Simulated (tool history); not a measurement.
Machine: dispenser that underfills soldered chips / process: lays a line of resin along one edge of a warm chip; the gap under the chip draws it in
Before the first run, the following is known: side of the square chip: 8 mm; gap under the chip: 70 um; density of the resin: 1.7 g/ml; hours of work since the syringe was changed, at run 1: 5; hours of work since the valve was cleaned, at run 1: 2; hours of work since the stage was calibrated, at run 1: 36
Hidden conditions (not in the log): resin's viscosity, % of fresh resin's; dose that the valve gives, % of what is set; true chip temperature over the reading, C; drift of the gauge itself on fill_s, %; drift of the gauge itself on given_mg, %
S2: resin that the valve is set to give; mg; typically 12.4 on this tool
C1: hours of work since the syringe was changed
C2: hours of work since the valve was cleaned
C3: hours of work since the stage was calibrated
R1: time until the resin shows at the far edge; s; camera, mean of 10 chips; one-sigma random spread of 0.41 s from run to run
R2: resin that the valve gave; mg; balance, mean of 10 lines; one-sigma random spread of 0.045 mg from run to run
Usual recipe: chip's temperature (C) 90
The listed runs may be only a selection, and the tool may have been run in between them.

Run 1, hour 0: usual settings; C1 5; C2 2; C3 36. Result: R1 32.6 s, R2 12.47 mg.
At hour 10: new syringe of resin.
Run 2, hour 11.4: usual settings but chip's temperature (C) 91; C1 1; C2 9; C3 44. Result: R1 27 s, R2 12.35 mg.
Run 3, hour 20.5: usual settings but chip's temperature (C) 91; C1 7; C2 15; C3 49. Result: R1 34.7 s, R2 12.41 mg.
At hour 27.3: new syringe of resin.
Run 4, hour 30.5: usual settings but chip's temperature (C) 91; C1 2; C2 21; C3 56. Result: R1 27.9 s, R2 12.26 mg.
Run 5, hour 36.4: usual settings but chip's temperature (C) 91; C1 6; C2 25; C3 59. Result: R1 33.4 s, R2 12.28 mg.
At hour 44.5: new syringe of resin.
Run 6, hour 46.6: usual settings but chip's temperature (C) 91, S2 11.9 mg; C1 1; C2 31; C3 66. Result: R1 27.3 s, R2 11.76 mg.
Run 7, hour 53.8: usual settings but S2 11.3 mg; C1 6; C2 36; C3 70. Result: R1 34.5 s, R2 11.08 mg.
At hour 62.2: new syringe of resin.
Run 8, hour 62.2: usual settings but chip's temperature (C) 82, S2 11.3 mg; C1 0; C2 41; C3 75. Result: R1 40.9 s, R2 11.1 mg.
Run 9, hour 72.4: usual settings but chip's temperature (C) 102; C1 6; C2 47; C3 82. Result: R1 19.7 s, R2 12.17 mg.
At hour 79.3: new syringe of resin.
Run 10, hour 79.6: usual settings; C1 0; C2 52; C3 86. Result: R1 27.2 s, R2 12.19 mg.
Run 11, hour 87.1: usual settings but S2 10.6 mg; C1 5; C2 56; C3 91. Result: R1 34.2 s, R2 10.33 mg.
At hour 96.7: new syringe of resin.
Run 12, hour 100.4: usual settings but S2 12 mg; C1 2; C2 65; C3 99. Result: R1 29.7 s, R2 11.63 mg.
Run 13, hour 106.9: usual settings but S2 12 mg; C1 7; C2 69; C3 103. Result: R1 35.7 s, R2 11.62 mg.
At hour 114.8: new syringe of resin.
Run 14, hour 120.1: usual settings but S2 12 mg; C1 3; C2 77; C3 112. Result: R1 31.5 s, R2 11.62 mg.
At hour 132.2: new syringe of resin.
Run 15, hour 132.5: usual settings; C1 0; C2 85; C3 119. Result: R1 27.6 s, R2 11.89 mg.
Run 16, hour 144.5: usual settings; C1 8; C2 92; C3 127. Result: R1 36.2 s, R2 11.91 mg.
At hour 149.3: new syringe of resin.
Run 17, hour 157.1: usual settings; C1 5; C2 100; C3 135. Result: R1 32.1 s, R2 11.8 mg.
Run 18, hour 164.5: usual settings but chip's temperature (C) 102, S2 15.1 mg; C1 10; C2 105; C3 140. Result: R1 22.1 s, R2 14.37 mg.
At hour 166.8: new syringe of resin.
Run 19, hour 176.6: usual settings but chip's temperature (C) 98, S2 14.8 mg; C1 6; C2 112; C3 147. Result: R1 22.8 s, R2 14.05 mg.
Run 20, hour 182.8: usual settings but chip's temperature (C) 82; C1 10; C2 116; C3 151. Result: R1 58.7 s, R2 11.71 mg.
At hour 184: new syringe of resin.
Run 21, hour 195.4: usual settings but chip's temperature (C) 87, S2 12.9 mg; C1 7; C2 124; C3 159. Result: R1 40.9 s, R2 12.18 mg.
At hour 200.4: dispensing valve cleaned and set on the balance.
At hour 202.1: new syringe of resin.
Run 22, hour 202.1: usual settings but chip's temperature (C) 99, S2 13 mg; C1 0; C2 1; C3 162. Result: R1 16.6 s, R2 12.99 mg.
Run 23, hour 212: usual settings but chip's temperature (C) 77, S2 11.7 mg; C1 6; C2 7; C3 169. Result: R1 65.1 s, R2 11.64 mg.
At hour 219.7: new syringe of resin.
Run 24, hour 219.7: usual settings but chip's temperature (C) 77, S2 11.7 mg; C1 0; C2 12; C3 173. Result: R1 50.9 s, R2 11.63 mg.
Run 25, hour 230.1: usual settings but chip's temperature (C) 77, S2 11.7 mg; C1 7; C2 19; C3 180. Result: R1 66.1 s, R2 11.53 mg.
At hour 237.7: new syringe of resin.
Run 26, hour 242.8: usual settings but chip's temperature (C) 96, S2 14 mg; C1 3; C2 26; C3 188. Result: R1 22.4 s, R2 13.81 mg.
Run 27, hour 250.8: usual settings but chip's temperature (C) 96, S2 11.3 mg; C1 8; C2 31; C3 193. Result: R1 28 s, R2 11.07 mg.
At hour 255.1: new syringe of resin.
Run 28, hour 257.7: usual settings but chip's temperature (C) 101, S2 10.6 mg; C1 2; C2 36; C3 197. Result: R1 16.6 s, R2 10.39 mg.
Run 29, hour 266.1: usual settings but chip's temperature (C) 87, S2 11.8 mg; C1 7; C2 41; C3 203. Result: R1 40.1 s, R2 11.53 mg.
At hour 272.3: new syringe of resin.
Run 30, hour 279.7: usual settings but chip's temperature (C) 87, S2 11.8 mg; C1 5; C2 50; C3 211. Result: R1 36.9 s, R2 11.6 mg.

Selected run-to-run steps in R1, each split into two signed amounts: the part the tool would show with no hidden state at all (from settings, incoming material and random variation), and the remainder, which goes to the hidden state together with any gauge scatter not common to the measured and the hidden-state-free results:
Run 19 -> 20: chip's temperature (C) 98 -> 82, S2 14.8 -> 12.4. R1 +35.9 s: hidden state +14.1, all else +21.8.
Run 22 -> 23: chip's temperature (C) 99 -> 77, S2 13 -> 11.7. R1 +48.5 s: hidden state +12.8, all else +35.7.
Run 23 -> 24: new syringe of resin. R1 -14.2 s: hidden state -15.2, all else +1.
Run 24 -> 25: nothing adjusted, nothing logged. R1 +15.2 s: hidden state +16.2, all else -1.
Run 25 -> 26: chip's temperature (C) 77 -> 96, S2 11.7 -> 14, new syringe of resin. R1 -43.7 s: hidden state -11.4, all else -32.3.

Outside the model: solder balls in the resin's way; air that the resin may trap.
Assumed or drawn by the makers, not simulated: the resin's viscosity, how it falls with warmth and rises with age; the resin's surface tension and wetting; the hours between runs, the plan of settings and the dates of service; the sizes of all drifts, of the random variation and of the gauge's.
